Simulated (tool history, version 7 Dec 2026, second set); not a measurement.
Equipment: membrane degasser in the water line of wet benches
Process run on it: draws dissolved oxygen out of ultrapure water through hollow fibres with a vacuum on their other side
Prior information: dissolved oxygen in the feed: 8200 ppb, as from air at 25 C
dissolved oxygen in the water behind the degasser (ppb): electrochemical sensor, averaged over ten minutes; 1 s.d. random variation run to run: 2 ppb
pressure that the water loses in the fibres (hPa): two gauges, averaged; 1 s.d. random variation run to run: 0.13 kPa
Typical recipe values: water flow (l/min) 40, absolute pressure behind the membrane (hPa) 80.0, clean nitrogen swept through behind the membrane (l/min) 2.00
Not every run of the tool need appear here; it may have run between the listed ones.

run,hour,water flow (l/min),absolute pressure behind the membrane (hPa),clean nitrogen swept through behind the membrane (l/min),dissolved oxygen in the water behind the degasser (ppb),pressure that the water loses in the fibres (hPa)
1,0.0,40,80.0,2.00,338.3,440.1
2,105.7,40,80.0,2.00,346.0,440.7
3,222.8,38,80.0,2.00,313.6,420.0
4,311.9,40,172.0,2.00,705.2,442.7
5,372.6,40,172.0,2.00,706.5,442.9
6,440.2,40,80.0,1.08,491.5,441.8
7,559.8,40,118.9,2.00,502.3,445.3
8,643.8,40,118.9,2.00,497.9,440.6
9,715.9,50,80.0,2.00,489.0,552.9
10,818.8,40,80.0,2.05,324.8,441.3
11,932.6,40,80.0,2.05,322.7,442.6
12,1018.8,40,80.0,2.05,322.2,441.1
13,1102.2,40,80.0,2.05,320.8,441.4
14,1192.7,40,80.0,2.00,326.8,442.8
15,1317.1,40,80.0,2.00,326.8,442.8
16,1375.5,40,80.0,2.00,325.8,442.5
17,1440.5,40,80.0,2.00,329.6,443.4
18,1552.1,49,50.9,3.83,273.2,543.5
19,1667.3,41,80.0,1.52,400.0,456.3
20,1738.1,41,80.0,1.52,400.2,454.0
21,1819.3,40,56.2,2.00,229.8,443.4
22,1906.7,34,139.7,3.45,315.0,378.8
23,1993.2,39,55.8,2.77,193.0,433.4
24,2109.1,39,55.8,2.77,194.3,433.5
25,2240.2,40,93.4,1.52,457.2,442.5
26,2347.6,25,76.0,1.11,243.6,279.6
27,2447.4,36,91.5,3.36,240.0,400.2
28,2531.4,40,80.0,1.86,348.9,445.9
29,2614.2,38,91.1,0.85,588.6,422.2
30,2707.9,38,91.1,0.85,599.3,421.5
31,2789.3,38,91.1,0.85,603.6,423.0
32,2891.0,40,84.5,3.49,263.5,447.2
33,2991.8,40,80.0,3.11,265.3,442.3

Removed from this log: 1 entry logged between the listed runs. Between which two listed runs does each belong, and how does the tool's hidden state at the listed run before it compare with that at the listed run after it?
Between runs 9 and 10: vacuum gauge calibrated (hour 741.8)
  membrane still open, %: 98.9 -> 98.8; true pressure behind the membrane over the reading, kPa: 0.42 -> -0.02; air that leaks in behind the membrane, l/min: 0.0058 -> 0.0059
  the result without the hidden state subtracted from the measured one, dissolved oxygen in the water behind the degasser (ppb): +29.7 -> +5.5; pressure that the water loses in the fibres (hPa): +6.3 -> +5.2
